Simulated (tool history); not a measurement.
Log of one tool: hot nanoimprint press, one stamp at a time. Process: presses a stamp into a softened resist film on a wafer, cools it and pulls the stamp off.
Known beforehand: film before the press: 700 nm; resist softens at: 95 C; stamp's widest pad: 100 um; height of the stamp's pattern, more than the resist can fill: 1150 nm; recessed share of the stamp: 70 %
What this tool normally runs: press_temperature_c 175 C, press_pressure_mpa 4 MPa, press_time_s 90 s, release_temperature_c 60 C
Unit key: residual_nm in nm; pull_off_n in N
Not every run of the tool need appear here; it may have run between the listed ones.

run 1 day=0 | press_temperature_c=175 press_pressure_mpa=4 press_time_s=90 release_temperature_c=60 | residual_nm=412.7 pull_off_n=204
run 2 day=0.521 | press_temperature_c=175 press_pressure_mpa=4 press_time_s=90 release_temperature_c=67 | residual_nm=413.1 pull_off_n=181
run 3 day=0.742 | press_temperature_c=175 press_pressure_mpa=4 press_time_s=90 release_temperature_c=67 | residual_nm=412 pull_off_n=178
run 4 day=1.158 | press_temperature_c=175 press_pressure_mpa=4 press_time_s=90 release_temperature_c=60 | residual_nm=413.6 pull_off_n=211
run 5 day=1.442 | press_temperature_c=175 press_pressure_mpa=4 press_time_s=90 release_temperature_c=60 | residual_nm=412 pull_off_n=209
run 6 day=1.738 | press_temperature_c=175 press_pressure_mpa=4 press_time_s=90 release_temperature_c=60 | residual_nm=412.3 pull_off_n=210
run 7 day=2.075 | press_temperature_c=175 press_pressure_mpa=4 press_time_s=90 release_temperature_c=60 | residual_nm=411.8 pull_off_n=204
run 8 day=2.612 | press_temperature_c=175 press_pressure_mpa=4 press_time_s=90 release_temperature_c=49 | residual_nm=411.8 pull_off_n=254
run 9 day=2.858 | press_temperature_c=175 press_pressure_mpa=6.32 press_time_s=90 release_temperature_c=60 | residual_nm=340.5 pull_off_n=211
run 10 day=3.112 | press_temperature_c=175 press_pressure_mpa=6.32 press_time_s=90 release_temperature_c=60 | residual_nm=340.1 pull_off_n=211
run 11 day=3.333 | press_temperature_c=175 press_pressure_mpa=6.32 press_time_s=90 release_temperature_c=60 | residual_nm=340.1 pull_off_n=212
run 12 day=3.579 | press_temperature_c=175 press_pressure_mpa=4 press_time_s=90 release_temperature_c=60 | residual_nm=411.5 pull_off_n=201
run 13 day=3.817 | press_temperature_c=176 press_pressure_mpa=5.68 press_time_s=118 release_temperature_c=56 | residual_nm=316.3 pull_off_n=226
-- day=3.967 plate thermocouple calibrated
run 14 day=4.429 | press_temperature_c=178 press_pressure_mpa=5.09 press_time_s=146 release_temperature_c=60 | residual_nm=288.1 pull_off_n=211
run 15 day=4.9 | press_temperature_c=178 press_pressure_mpa=4.01 press_time_s=146 release_temperature_c=66 | residual_nm=322.5 pull_off_n=182
run 16 day=5.279 | press_temperature_c=167 press_pressure_mpa=4 press_time_s=120 release_temperature_c=50 | residual_nm=444.5 pull_off_n=256
run 17 day=5.504 | press_temperature_c=167 press_pressure_mpa=4 press_time_s=120 release_temperature_c=50 | residual_nm=445.1 pull_off_n=263
run 18 day=5.829 | press_temperature_c=167 press_pressure_mpa=5.92 press_time_s=60 release_temperature_c=50 | residual_nm=469.1 pull_off_n=253
run 19 day=6.292 | press_temperature_c=177 press_pressure_mpa=4 press_time_s=65 release_temperature_c=47 | residual_nm=431 pull_off_n=270
-- day=6.658 plate thermocouple calibrated, once more
run 20 day=6.912 | press_temperature_c=164 press_pressure_mpa=4 press_time_s=65 release_temperature_c=47 | residual_nm=558.5 pull_off_n=273
run 21 day=7.321 | press_temperature_c=181 press_pressure_mpa=5.92 press_time_s=90 release_temperature_c=60 | residual_nm=311.6 pull_off_n=218
run 22 day=7.596 | press_temperature_c=181 press_pressure_mpa=5.92 press_time_s=90 release_temperature_c=60 | residual_nm=311.4 pull_off_n=226

Each row is a separate what-if for the run after 22, all from the same tool condition, not one after another. Results?
run A day=7.867 | press_temperature_c=175 press_pressure_mpa=3.06 press_time_s=90 release_temperature_c=60 | residual_nm=? pull_off_n=?
run B day=7.867 | press_temperature_c=175 press_pressure_mpa=4 press_time_s=90 release_temperature_c=57 | residual_nm=? pull_off_n=?
run C day=7.867 | press_temperature_c=181 press_pressure_mpa=3.54 press_time_s=90 release_temperature_c=56 | residual_nm=? pull_off_n=?
run D day=7.867 | press_temperature_c=166 press_pressure_mpa=4 press_time_s=75 release_temperature_c=49 | residual_nm=? pull_off_n=?
run E day=7.867 | press_temperature_c=185 press_pressure_mpa=4 press_time_s=90 release_temperature_c=60 | residual_nm=? pull_off_n=?

run=A residual_nm=464.1 pull_off_n=220
run=B residual_nm=422.4 pull_off_n=233
run=C residual_nm=389.9 pull_off_n=238
run=D residual_nm=526 pull_off_n=266
run=E residual_nm=340.2 pull_off_n=221
The same runs, with their run-to-run variation unchanged, on a tool lacking any hidden condition would have given:
run=A residual_nm=460.7 pull_off_n=203
run=B residual_nm=418.3 pull_off_n=215
run=C residual_nm=386.3 pull_off_n=219
run=D residual_nm=522.3 pull_off_n=245
run=E residual_nm=336.6 pull_off_n=204
